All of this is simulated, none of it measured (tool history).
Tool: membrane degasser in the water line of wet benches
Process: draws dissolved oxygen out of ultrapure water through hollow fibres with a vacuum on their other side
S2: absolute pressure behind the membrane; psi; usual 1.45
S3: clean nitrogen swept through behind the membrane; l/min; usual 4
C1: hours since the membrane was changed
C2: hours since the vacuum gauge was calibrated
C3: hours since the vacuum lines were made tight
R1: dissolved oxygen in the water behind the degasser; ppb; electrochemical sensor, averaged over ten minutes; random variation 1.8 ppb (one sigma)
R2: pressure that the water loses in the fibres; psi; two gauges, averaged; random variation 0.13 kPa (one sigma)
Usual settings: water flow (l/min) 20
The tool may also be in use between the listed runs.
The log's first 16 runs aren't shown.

Run 17, day 30.762: usual settings but water flow (l/min) 17, S2 1.35 psi; C1 3318; C2 3417; C3 3589. Result: R1 118.3 ppb, R2 5.636 psi.
Run 18, day 33.108: usual settings but water flow (l/min) 30, S2 1.68 psi, S3 2.01 l/min; C1 3375; C2 3473; C3 3646. Result: R1 615.3 ppb, R2 9.941 psi.
Run 19, day 34.933: usual settings but water flow (l/min) 21, S2 2.55 psi, S3 1.94 l/min; C1 3419; C2 3517; C3 3689. Result: R1 469 ppb, R2 6.991 psi.
Run 20, day 37.321: usual settings but water flow (l/min) 29, S2 1.77 psi; C1 3476; C2 3574; C3 3747. Result: R1 474.8 ppb, R2 9.604 psi.
Run 21, day 39.442: usual settings but water flow (l/min) 29, S2 2.23 psi, S3 5.08 l/min; C1 3527; C2 3625; C3 3798. Result: R1 485.1 ppb, R2 9.652 psi.
Run 22, day 41.15: usual settings but S2 2.49 psi, S3 10.08 l/min; C1 3568; C2 3666; C3 3839. Result: R1 167.8 ppb, R2 6.649 psi.
Run 23, day 42.671: usual settings but water flow (l/min) 21, S2 2.49 psi, S3 8.74 l/min; C1 3604; C2 3703; C3 3875. Result: R1 197.7 ppb, R2 6.973 psi.
Run 24, day 44.112: usual settings but water flow (l/min) 13, S2 0.88 psi, S3 3.93 l/min; C1 3639; C2 3737; C3 3910. Result: R1 39.7 ppb, R2 4.366 psi.
Run 25, day 46.638: usual settings but water flow (l/min) 19, S2 3.52 psi, S3 3.89 l/min; C1 3699; C2 3798; C3 3970. Result: R1 330.2 ppb, R2 6.296 psi.
Run 26, day 49.367: usual settings but S2 2.35 psi; C1 3765; C2 3863; C3 4036. Result: R1 251.9 ppb, R2 6.654 psi.
Run 27, day 51.554: usual settings but S2 2.35 psi; C1 3817; C2 3916; C3 4088. Result: R1 251.7 ppb, R2 6.624 psi.
Run 28, day 53.721: usual settings but water flow (l/min) 13, S3 1.91 l/min; C1 3869; C2 3968; C3 4140. Result: R1 124.7 ppb, R2 4.321 psi.
Run 29, day 56.596: usual settings but water flow (l/min) 21, S2 1.31 psi, S3 6.98 l/min; C1 3938; C2 4037; C3 4209. Result: R1 162.1 ppb, R2 6.989 psi.
Run 30, day 58.083: usual settings but water flow (l/min) 21, S2 1.31 psi, S3 3.92 l/min; C1 3974; C2 4073; C3 4245. Result: R1 194.2 ppb, R2 6.992 psi.
Run 31, day 60.612: usual settings but water flow (l/min) 21, S2 1.31 psi, S3 3.92 l/min; C1 4035; C2 4133; C3 4306. Result: R1 195 ppb, R2 6.991 psi.
Run 32, day 63.429: usual settings but water flow (l/min) 21, S2 1.31 psi, S3 3.92 l/min; C1 4102; C2 4201; C3 4373. Result: R1 194.4 ppb, R2 6.976 psi.

Forecast each of these 4 alternatives for the next run:
Run A, day 65.65: usual settings but water flow (l/min) 24, S2 1.77 psi; C1 4156; C2 4254; C3 4427. Result: R1 ?, R2 ?.
Run B, day 65.65: usual settings but water flow (l/min) 21, S2 0.87 psi, S3 3.38 l/min; C1 4156; C2 4254; C3 4427. Result: R1 ?, R2 ?.
Run C, day 65.65: usual settings but water flow (l/min) 21, S2 1.32 psi, S3 5.93 l/min; C1 4156; C2 4254; C3 4427. Result: R1 ?, R2 ?.
Run D, day 65.65: usual settings but S2 1.25 psi; C1 4156; C2 4254; C3 4427. Result: R1 ?, R2 ?.

run     R1     R2
  A  310.5  7.989
  B    160  6.969
  C  170.1  7.011
  D  164.1  6.662
Without the tool's hidden state the same runs would have given:
run     R1     R2
  A  310.1  7.986
  B  159.6  6.966
  C  169.8  7.008
  D  163.8  6.659

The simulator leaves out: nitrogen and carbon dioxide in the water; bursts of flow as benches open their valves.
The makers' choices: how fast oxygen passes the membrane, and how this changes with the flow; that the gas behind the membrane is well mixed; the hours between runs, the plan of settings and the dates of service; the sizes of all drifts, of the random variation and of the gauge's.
